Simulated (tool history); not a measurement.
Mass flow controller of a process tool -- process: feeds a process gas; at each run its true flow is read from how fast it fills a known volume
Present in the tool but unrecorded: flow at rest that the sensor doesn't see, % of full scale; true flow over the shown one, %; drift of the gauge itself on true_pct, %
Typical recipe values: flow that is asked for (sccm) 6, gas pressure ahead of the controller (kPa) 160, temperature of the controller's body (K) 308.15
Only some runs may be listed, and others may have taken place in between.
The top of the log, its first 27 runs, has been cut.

| run | hour | flow that is asked for (sccm) | gas pressure ahead of the controller (kPa) | temperature of the controller's body (K) | hours of work since the controller was set to zero | hours of work since the controller was changed | true flow (%) |
|---|---|---|---|---|---|---|---|
| 28 | 1951.4 | 9 | 148 | 309.15 | 434 | 1829 | 100.55 |
| 29 | 2030.1 | 9 | 148 | 309.15 | 476 | 1871 | 100.36 |
| 30 | 2077.8 | 6 | 160 | 298.15 | 502 | 1897 | 99.03 |
| 31 | 2142.1 | 6 | 160 | 298.15 | 537 | 1932 | 99.02 |
| 32 | 2221.7 | 6 | 216 | 308.15 | 580 | 1975 | 99.62 |
| 33 | 2300.3 | 8 | 265 | 300.15 | 622 | 2018 | 98.87 |
| 34 | 2373.9 | 8 | 265 | 300.15 | 662 | 2057 | 98.77 |
| 35 | 2436.1 | 8 | 186 | 300.15 | 696 | 2091 | 99.27 |
| 36 | 2531.2 | 8 | 186 | 300.15 | 747 | 2142 | 99.29 |
| 37 | 2583.4 | 8 | 252 | 300.15 | 775 | 2171 | 98.76 |
| 38 | 2679.0 | 8 | 252 | 300.15 | 827 | 2222 | 99.00 |
| 39 | 2727.1 | 2 | 220 | 310.15 | 853 | 2248 | 99.74 |
| 40 | 2770.5 | 5 | 220 | 310.15 | 877 | 2272 | 99.77 |
| 41 | 2827.7 | 4 | 220 | 298.15 | 908 | 2303 | 98.59 |
| 42 | 2884.6 | 4 | 220 | 298.15 | 938 | 2333 | 98.64 |
| 43 | 2929.6 | 4 | 220 | 298.15 | 963 | 2358 | 98.66 |
| 44 | 3009.8 | 18 | 262 | 304.15 | 1006 | 2401 | 100.19 |
| 45 | 3072.3 | 18 | 262 | 304.15 | 1040 | 2435 | 100.36 |
| 46 | 3141.1 | 4 | 194 | 305.15 | 1077 | 2472 | 99.45 |
| 47 | 3195.8 | 6 | 269 | 308.15 | 1107 | 2502 | 99.29 |
| 48 | 3252.0 | 2 | 171 | 308.15 | 1137 | 2532 | 100.06 |

Forecast each of these 3 alternatives for the next run:
| A | 3308.5 | 2 | 242 | 294.15 | 1168 | 2563 | ? |
| B | 3308.5 | 9 | 163 | 303.15 | 1168 | 2563 | ? |
| C | 3308.5 | 3 | 171 | 298.15 | 1168 | 2563 | ? |

| run | true flow (%) |
|---|---|
| A | 98.24 |
| B | 99.92 |
| C | 99.01 |
With no hidden state in the tool, these same runs would have given:
| run | true flow (%) |
|---|---|
| A | 97.32 |
| B | 99.49 |
| C | 98.30 |

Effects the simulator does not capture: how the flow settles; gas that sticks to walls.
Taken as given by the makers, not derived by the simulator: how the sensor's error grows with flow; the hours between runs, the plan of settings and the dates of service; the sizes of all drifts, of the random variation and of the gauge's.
